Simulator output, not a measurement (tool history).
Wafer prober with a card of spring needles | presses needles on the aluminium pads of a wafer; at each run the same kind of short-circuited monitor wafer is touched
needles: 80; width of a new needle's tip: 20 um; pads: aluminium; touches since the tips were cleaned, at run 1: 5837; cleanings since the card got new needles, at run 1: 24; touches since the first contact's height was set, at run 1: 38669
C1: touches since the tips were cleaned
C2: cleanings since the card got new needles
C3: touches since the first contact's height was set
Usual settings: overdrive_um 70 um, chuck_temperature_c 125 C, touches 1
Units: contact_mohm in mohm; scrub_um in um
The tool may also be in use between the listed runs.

{"run": 1, "hour": 0.0, "overdrive_um": 70, "chuck_temperature_c": 125, "touches": 1, "C1": 5837, "C2": 24, "C3": 38669, "contact_mohm": 219, "scrub_um": 13.41}
{"hour": 5.1, "done": "tips cleaned on abrasive film"}
{"run": 2, "hour": 8.6, "overdrive_um": 83, "chuck_temperature_c": 125, "touches": 1, "C1": 2043, "C2": 25, "C3": 43610, "contact_mohm": 214, "scrub_um": 15.93}
{"run": 3, "hour": 16.3, "overdrive_um": 70, "chuck_temperature_c": 62, "touches": 1, "C1": 6511, "C2": 25, "C3": 48078, "contact_mohm": 207, "scrub_um": 13.44}
{"hour": 19.3, "done": "tips cleaned on abrasive film"}
{"run": 4, "hour": 24.7, "overdrive_um": 70, "chuck_temperature_c": 62, "touches": 1, "C1": 3102, "C2": 26, "C3": 52890, "contact_mohm": 201, "scrub_um": 13.4}
{"run": 5, "hour": 32.2, "overdrive_um": 70, "chuck_temperature_c": 93, "touches": 1, "C1": 7508, "C2": 26, "C3": 57296, "contact_mohm": 213, "scrub_um": 13.41}
{"hour": 34.7, "done": "tips cleaned on abrasive film"}
{"run": 6, "hour": 42.2, "overdrive_um": 70, "chuck_temperature_c": 31, "touches": 1, "C1": 4358, "C2": 27, "C3": 63032, "contact_mohm": 197, "scrub_um": 13.41}
{"hour": 48.9, "done": "tips cleaned on abrasive film"}
{"run": 7, "hour": 54.2, "overdrive_um": 70, "chuck_temperature_c": 31, "touches": 1, "C1": 3049, "C2": 28, "C3": 69937, "contact_mohm": 197, "scrub_um": 13.39}
{"hour": 63.8, "done": "tips cleaned on abrasive film"}
{"run": 8, "hour": 66.6, "overdrive_um": 87, "chuck_temperature_c": 125, "touches": 1, "C1": 1654, "C2": 29, "C3": 77099, "contact_mohm": 214, "scrub_um": 16.67}
{"run": 9, "hour": 73.2, "overdrive_um": 87, "chuck_temperature_c": 125, "touches": 1, "C1": 5489, "C2": 29, "C3": 80934, "contact_mohm": 212, "scrub_um": 16.64}
{"hour": 78.3, "done": "tips cleaned on abrasive film"}
{"run": 10, "hour": 87.2, "overdrive_um": 70, "chuck_temperature_c": 125, "touches": 1, "C1": 5176, "C2": 30, "C3": 89011, "contact_mohm": 215, "scrub_um": 13.36}
{"hour": 93.4, "done": "tips cleaned on abrasive film"}
{"run": 11, "hour": 101.3, "overdrive_um": 70, "chuck_temperature_c": 125, "touches": 1, "C1": 4601, "C2": 31, "C3": 97140, "contact_mohm": 214, "scrub_um": 13.39}
{"hour": 107.8, "done": "tips cleaned on abrasive film"}
{"run": 12, "hour": 115.1, "overdrive_um": 70, "chuck_temperature_c": 125, "touches": 1, "C1": 4232, "C2": 32, "C3": 105118, "contact_mohm": 216, "scrub_um": 13.34}
{"hour": 122.5, "done": "tips cleaned on abrasive film"}
{"run": 13, "hour": 124.6, "overdrive_um": 89, "chuck_temperature_c": 66, "touches": 2, "C1": 1214, "C2": 33, "C3": 110606, "contact_mohm": 199, "scrub_um": 16.97}
{"run": 14, "hour": 134.4, "overdrive_um": 66, "chuck_temperature_c": 61, "touches": 3, "C1": 6896, "C2": 33, "C3": 116288, "contact_mohm": 204, "scrub_um": 12.61}
{"hour": 137.6, "done": "tips cleaned on abrasive film"}
{"run": 15, "hour": 142.6, "overdrive_um": 61, "chuck_temperature_c": 61, "touches": 2, "C1": 2913, "C2": 34, "C3": 121015, "contact_mohm": 207, "scrub_um": 11.65}
{"run": 16, "hour": 151.3, "overdrive_um": 73, "chuck_temperature_c": 45, "touches": 1, "C1": 7956, "C2": 34, "C3": 126058, "contact_mohm": 199, "scrub_um": 13.92}
{"hour": 152.3, "done": "tips cleaned on abrasive film"}
{"run": 17, "hour": 159.3, "overdrive_um": 63, "chuck_temperature_c": 49, "touches": 3, "C1": 4046, "C2": 35, "C3": 130650, "contact_mohm": 204, "scrub_um": 11.99}
{"run": 18, "hour": 165.1, "overdrive_um": 71, "chuck_temperature_c": 49, "touches": 2, "C1": 7434, "C2": 35, "C3": 134038, "contact_mohm": 199, "scrub_um": 13.5}
{"hour": 167.4, "done": "tips cleaned on abrasive film"}
{"run": 19, "hour": 176.0, "overdrive_um": 70, "chuck_temperature_c": 35, "touches": 2, "C1": 5017, "C2": 36, "C3": 140311, "contact_mohm": 198, "scrub_um": 13.31}
{"hour": 181.6, "done": "tips cleaned on abrasive film"}
{"run": 20, "hour": 185.1, "overdrive_um": 59, "chuck_temperature_c": 125, "touches": 1, "C1": 1991, "C2": 37, "C3": 145514, "contact_mohm": 219, "scrub_um": 11.23}
{"run": 21, "hour": 192.4, "overdrive_um": 71, "chuck_temperature_c": 83, "touches": 2, "C1": 6259, "C2": 37, "C3": 149782, "contact_mohm": 208, "scrub_um": 13.54}
{"hour": 196.8, "done": "tips cleaned on abrasive film"}
{"run": 22, "hour": 201.4, "overdrive_um": 77, "chuck_temperature_c": 82, "touches": 2, "C1": 2726, "C2": 38, "C3": 154972, "contact_mohm": 203, "scrub_um": 14.65}
{"hour": 211.5, "done": "tips cleaned on abrasive film"}
{"run": 23, "hour": 212.4, "overdrive_um": 53, "chuck_temperature_c": 98, "touches": 2, "C1": 540, "C2": 39, "C3": 161312, "contact_mohm": 216, "scrub_um": 10.04}

How the hidden state differs across the entries between the runs, from the last listed run before each to the first after it:
Between runs 1 and 2: tips cleaned on abrasive film (hour 5.1)
  debris on the tips, nm: 0.8 -> 0.4; drift of the gauge itself on scrub_um, %: 0 -> -0.03
  measured less the result without the state, scrub_um: +0 -> -0.01 um
Between runs 3 and 4: tips cleaned on abrasive film (hour 19.3)
  debris on the tips, nm: 0.8 -> 0.5; drift of the gauge itself on scrub_um, %: -0.06 -> -0.1
  measured less the result without the state, scrub_um: +0 -> -0.01 um
Between runs 5 and 6: tips cleaned on abrasive film (hour 34.7)
  debris on the tips, nm: 0.9 -> 0.7; drift of the gauge itself on scrub_um, %: -0.13 -> -0.17
  measured less the result without the state, scrub_um: -0.01 -> -0.02 um
Between runs 6 and 7: tips cleaned on abrasive film (hour 48.9)
  debris on the tips, nm: 0.7 -> 0.5; drift of the gauge itself on scrub_um, %: -0.17 -> -0.21
  measured less the result without the state, scrub_um: -0.02 -> -0.03 um
Between runs 7 and 8: tips cleaned on abrasive film (hour 63.8)
  debris on the tips, nm: 0.5 -> 0.4; drift of the gauge itself on scrub_um, %: -0.21 -> -0.26
  measured less the result without the state, scrub_um: -0.03 -> -0.04 um
Between runs 9 and 10: tips cleaned on abrasive film (hour 78.3)
  drift of the gauge itself on scrub_um, %: -0.29 -> -0.34
  measured less the result without the state, scrub_um: -0.05 -> -0.05 um
Between runs 10 and 11: tips cleaned on abrasive film (hour 93.4)
  drift of the gauge itself on scrub_um, %: -0.34 -> -0.4
  measured less the result without the state, scrub_um: -0.05 -> -0.05 um
Between runs 11 and 12: tips cleaned on abrasive film (hour 107.8)
  drift of the gauge itself on scrub_um, %: -0.4 -> -0.45
  measured less the result without the state, scrub_um: -0.05 -> -0.06 um
Between runs 12 and 13: tips cleaned on abrasive film (hour 122.5)
  debris on the tips, nm: 0.7 -> 0.3; drift of the gauge itself on scrub_um, %: -0.45 -> -0.49
  measured less the result without the state, scrub_um: -0.06 -> -0.09 um
Between runs 14 and 15: tips cleaned on abrasive film (hour 137.6)
  debris on the tips, nm: 0.9 -> 0.6; drift of the gauge itself on scrub_um, %: -0.53 -> -0.56
  measured less the result without the state, scrub_um: -0.06 -> -0.06 um
Between runs 16 and 17: tips cleaned on abrasive film (hour 152.3)
  debris on the tips, nm: 0.9 -> 0.7; drift of the gauge itself on scrub_um, %: -0.6 -> -0.63
  measured less the result without the state, scrub_um: -0.09 -> -0.08 um
Between runs 18 and 19: tips cleaned on abrasive film (hour 167.4)
  debris on the tips, nm: 0.9 -> 0.7; drift of the gauge itself on scrub_um, %: -0.65 -> -0.69
  measured less the result without the state, scrub_um: -0.09 -> -0.1 um
Between runs 19 and 20: tips cleaned on abrasive film (hour 181.6)
  debris on the tips, nm: 0.7 -> 0.4; way that the needles fall short of the set height, um: 0 -> 0.01; drift of the gauge itself on scrub_um, %: -0.69 -> -0.73
  measured less the result without the state, scrub_um: -0.1 -> -0.08 um
Between runs 21 and 22: tips cleaned on abrasive film (hour 196.8)
  debris on the tips, nm: 0.8 -> 0.5; drift of the gauge itself on scrub_um, %: -0.76 -> -0.79
  measured less the result without the state, scrub_um: -0.11 -> -0.12 um
Between runs 22 and 23: tips cleaned on abrasive film (hour 211.5)
  debris on the tips, nm: 0.5 -> 0.2; drift of the gauge itself on scrub_um, %: -0.79 -> -0.84
  measured less the result without the state, scrub_um: -0.12 -> -0.09 um

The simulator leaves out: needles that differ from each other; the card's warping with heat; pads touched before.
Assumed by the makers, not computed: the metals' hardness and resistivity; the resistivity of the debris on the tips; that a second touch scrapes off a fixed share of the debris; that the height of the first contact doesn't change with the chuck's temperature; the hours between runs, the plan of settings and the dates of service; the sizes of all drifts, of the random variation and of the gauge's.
